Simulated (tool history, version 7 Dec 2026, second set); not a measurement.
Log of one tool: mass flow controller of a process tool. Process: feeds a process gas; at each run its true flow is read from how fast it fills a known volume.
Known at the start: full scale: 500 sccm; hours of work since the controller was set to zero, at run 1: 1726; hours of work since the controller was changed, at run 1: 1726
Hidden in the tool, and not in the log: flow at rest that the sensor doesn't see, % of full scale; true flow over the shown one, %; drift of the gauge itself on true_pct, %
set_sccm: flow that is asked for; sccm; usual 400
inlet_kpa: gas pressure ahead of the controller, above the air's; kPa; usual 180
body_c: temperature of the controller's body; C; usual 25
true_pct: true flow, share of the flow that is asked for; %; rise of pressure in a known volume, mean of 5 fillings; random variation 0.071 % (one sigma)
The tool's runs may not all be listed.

run	hour	set_sccm	inlet_kpa	body_c	hours of work since the controller was set to zero	hours of work since the controller was changed	true_pct
1	0.0	400	180	25	1726	1726	99.67
2	53.2	400	180	25	1756	1756	99.85
3	120.3	400	180	25	1792	1792	99.94
4	213.7	400	180	25	1844	1844	100.01
5	296.9	400	180	25	1889	1889	99.92
6	375.7	400	180	25	1933	1933	99.92
7	431.7	400	180	25	1963	1963	100.13
8	525.9	400	180	35	2015	2015	100.95
9	604.6	78	180	25	2059	2059	99.86
10	651.6	134	180	25	2084	2084	99.93
11	723.5	134	180	25	2124	2124	100.08
12	766.2	134	180	25	2147	2147	100.06
13	817.3	134	180	25	2175	2175	100.04
14	874.6	134	180	25	2207	2207	100.07
15	924.5	134	180	25	2234	2234	100.15
16	1020.6	134	180	25	2287	2287	100.05
# hour 1099.5: gauge calibrated
17	1099.5	394	265	30	2330	2330	100.60
18	1183.8	217	222	25	2377	2377	99.76
19	1230.5	400	159	28	2402	2402	100.14
20	1310.2	478	201	23	2446	2446	99.85
21	1410.7	400	241	36	2501	2501	101.15
22	1483.4	88	224	26	2541	2541	99.93
23	1549.1	331	224	24	2577	2577	100.09
24	1641.4	96	180	25	2628	2628	99.79
25	1705.4	167	160	24	2663	2663	99.84
26	1752.0	137	162	26	2689	2689	99.84
27	1797.8	137	162	26	2714	2714	99.89
28	1854.3	446	180	25	2745	2745	100.25
29	1895.3	446	218	25	2768	2768	100.55
30	1957.3	152	218	20	2802	2802	99.92
31	2048.5	400	180	23	2852	2852	100.30

3 ways to go on from here, each from the tool as it stands after run 31. What would each give?
A	2141.5	494	180	23	2903	2903	?
B	2141.5	347	233	23	2903	2903	?
C	2141.5	402	174	23	2903	2903	?

run	true_pct
A	100.50
B	100.60
C	100.47
Without the tool's hidden state the same runs would have given:
run	true_pct
A	99.71
B	99.81
C	99.69

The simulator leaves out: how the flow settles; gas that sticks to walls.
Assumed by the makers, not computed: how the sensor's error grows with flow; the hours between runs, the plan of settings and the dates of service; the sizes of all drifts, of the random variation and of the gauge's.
